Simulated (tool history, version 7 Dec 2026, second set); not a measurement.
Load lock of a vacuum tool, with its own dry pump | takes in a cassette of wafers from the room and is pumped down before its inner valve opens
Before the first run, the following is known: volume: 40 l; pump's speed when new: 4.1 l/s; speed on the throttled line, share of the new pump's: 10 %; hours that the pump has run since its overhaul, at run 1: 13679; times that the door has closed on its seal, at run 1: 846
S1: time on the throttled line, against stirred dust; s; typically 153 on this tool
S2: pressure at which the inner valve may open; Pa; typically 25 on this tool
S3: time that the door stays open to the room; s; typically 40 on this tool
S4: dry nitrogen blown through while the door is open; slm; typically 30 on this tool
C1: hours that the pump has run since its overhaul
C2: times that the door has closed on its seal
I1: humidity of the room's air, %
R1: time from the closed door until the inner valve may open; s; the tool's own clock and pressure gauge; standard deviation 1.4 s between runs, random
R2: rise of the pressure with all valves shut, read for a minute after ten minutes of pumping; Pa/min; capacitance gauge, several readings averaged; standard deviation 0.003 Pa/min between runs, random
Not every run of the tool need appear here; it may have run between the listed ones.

run,day,S1,S2,S3,S4,C1,C2,I1,R1,R2
1,0,153,25,40,30,13679,846,44.7,237.3,0.019
2,6.008,153,25,40,30,13823,1033,45.5,236.9,0.02
3,15.842,153,25,40,30,14059,1339,41.4,236.4,0.021
4,22.996,153,25,40,30,14231,1562,46.9,236.4,0.027
5,28.733,153,25,40,30,14368,1740,43.3,237.1,0.024
6,36.754,153,25,40,30,14561,1989,45.5,238.7,0.024
7,43.388,153,25,40,30,14720,2196,44.8,237.4,0.03
8,50.029,252,25,40,30,14879,2402,43.6,320.4,0.017
9,55.825,153,25,40,30,15018,2583,47.7,235.9,0.027
10,66.046,153,25,40,30,15264,2900,42.1,236.1,0.029
11,74.654,153,25,40,30,15470,3168,50.4,236.7,0.028
12,80.483,153,25,40,30,15610,3349,44.6,237.3,0.034
13,92.033,153,25,27,30,15887,3709,49.8,240.5,0.033
14,98.096,153,24,27,30,16033,3897,48.3,241.1,0.035
15,103.9,153,25,40,19,16172,4078,41.7,240.3,0.035
16,111.371,153,19,40,19,16352,4310,46.8,242.7,0.042
17,116.296,153,19,40,19,16470,4463,41.8,244.2,0.043
18,123.158,153,25,26,30,16634,4676,45.7,239.1,0.035
# day 129.217: dry pump taken out, an overhauled one fitted
19,134.225,98,24,234,30,120,5013,43.7,172.5,0.053
20,141.179,153,37,40,9,287,5229,46.1,216.4,0.054

The next listed run, before its measurement:
21,151.492,227,37,40,9,535,5550,42.3,?,?

Logged for run 21: R1 284.8 s, R2 0.055 Pa/min.
Minus the tool's unlogged condition, the same run would have read R1 284.1 s, R2 0.024 Pa/min.
